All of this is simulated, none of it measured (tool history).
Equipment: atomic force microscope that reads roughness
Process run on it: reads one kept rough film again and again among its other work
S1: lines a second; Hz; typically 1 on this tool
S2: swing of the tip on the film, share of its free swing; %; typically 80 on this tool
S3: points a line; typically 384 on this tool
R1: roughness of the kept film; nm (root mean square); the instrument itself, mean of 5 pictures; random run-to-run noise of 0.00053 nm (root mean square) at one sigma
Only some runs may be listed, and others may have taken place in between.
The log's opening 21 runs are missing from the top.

run 22 hour=197.1 | S1=3.26 S2=80 S3=364 | R1=0.3745
run 23 hour=211 | S1=3.26 S2=80 S3=364 | R1=0.374
run 24 hour=221.5 | S1=3.26 S2=80 S3=364 | R1=0.3747
run 25 hour=231.3 | S1=1 S2=80 S3=383 | R1=0.4555
run 26 hour=242.2 | S1=1 S2=72 S3=384 | R1=0.4707
run 27 hour=249.5 | S1=1 S2=64 S3=384 | R1=0.4819
run 28 hour=255.2 | S1=3.58 S2=80 S3=356 | R1=0.3641
run 29 hour=262.5 | S1=0.7 S2=80 S3=420 | R1=0.4697
run 30 hour=273.2 | S1=3.41 S2=80 S3=302 | R1=0.3687

Alternative continuations, all from the tool just after run 30; predict every row:
run A hour=283.7 | S1=2.39 S2=57 S3=462 | R1=?
run B hour=283.7 | S1=1 S2=64 S3=384 | R1=?
run C hour=283.7 | S1=3.41 S2=80 S3=631 | R1=?

run=A R1=0.4725
run=B R1=0.4822
run=C R1=0.3693
With the hidden condition removed and each run's random variation left untouched, the same runs would have given:
run=A R1=0.4753
run=B R1=0.4851
run=C R1=0.3716

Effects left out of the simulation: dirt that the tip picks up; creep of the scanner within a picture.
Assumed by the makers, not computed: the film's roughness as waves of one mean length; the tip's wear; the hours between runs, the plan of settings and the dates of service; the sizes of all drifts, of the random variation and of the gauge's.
